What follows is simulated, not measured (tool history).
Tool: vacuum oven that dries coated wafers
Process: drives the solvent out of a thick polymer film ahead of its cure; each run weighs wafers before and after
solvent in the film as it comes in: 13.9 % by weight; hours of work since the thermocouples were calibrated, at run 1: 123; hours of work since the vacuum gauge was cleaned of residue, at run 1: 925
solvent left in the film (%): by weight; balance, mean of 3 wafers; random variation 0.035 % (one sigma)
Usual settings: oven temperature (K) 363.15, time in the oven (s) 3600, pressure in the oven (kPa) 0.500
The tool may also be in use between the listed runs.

run,hour,oven temperature (K),time in the oven (s),pressure in the oven (kPa),hours of work since the thermocouples were calibrated,hours of work since the vacuum gauge was cleaned of residue,solvent left in the film (%)
1,0.0,363.15,3600,0.500,123,925,1.36
2,72.9,363.15,3600,0.500,180,982,1.39
# hour 121.9: vacuum gauge cleaned of residue and calibrated
3,161.3,363.15,3600,0.500,248,31,1.32
4,239.7,363.15,3600,0.293,310,92,1.13
5,330.0,363.15,3600,0.311,380,163,1.22
6,392.4,363.15,3600,0.311,429,212,1.21
7,449.3,363.15,3600,0.500,474,256,1.38
8,486.4,363.15,3600,0.500,503,285,1.36
9,575.6,363.15,4320,0.500,572,355,0.98
10,613.1,363.15,3900,0.500,602,384,1.18
11,657.6,363.15,3900,0.500,637,419,1.23
12,726.4,363.15,3900,0.500,690,473,1.18
13,775.4,363.15,3900,0.500,729,511,1.16
14,865.2,363.15,3900,0.500,799,581,1.18
15,902.4,363.15,3900,0.500,828,611,1.16
16,958.6,363.15,1980,0.290,872,654,3.03
17,1048.0,368.15,2160,1.914,942,724,3.02
18,1136.4,368.15,2520,0.557,1011,794,1.67
19,1218.3,376.15,4500,0.608,1075,858,0.44
20,1287.7,352.15,2040,0.383,1129,912,5.02
21,1348.0,352.15,2040,0.383,1177,959,5.00
22,1404.6,352.15,2040,0.383,1221,1003,4.95
# hour 1428.6: vacuum gauge cleaned of residue and calibrated
23,1466.6,352.15,2040,0.383,1268,30,4.96
# hour 1515.7: oven's thermocouples calibrated
24,1522.2,363.15,1860,0.500,5,72,3.45
25,1559.6,365.15,3060,1.225,34,101,2.08
26,1632.6,365.15,3060,1.225,91,158,2.03
27,1707.5,359.15,4380,1.709,150,217,2.60
28,1752.1,354.15,4380,0.500,185,251,1.94

3 ways to go on from here, each from the tool as it stands after run 28. What would each give?
A,1822.5,349.15,3180,0.283,240,306,?
B,1822.5,361.15,3060,0.283,240,306,?
C,1822.5,361.15,2220,0.416,240,306,?

run,solvent left in the film (%)
A,3.68
B,1.90
C,3.02
Without the tool's hidden state the same runs would have given:
run,solvent left in the film (%)
A,3.68
B,1.89
C,3.02
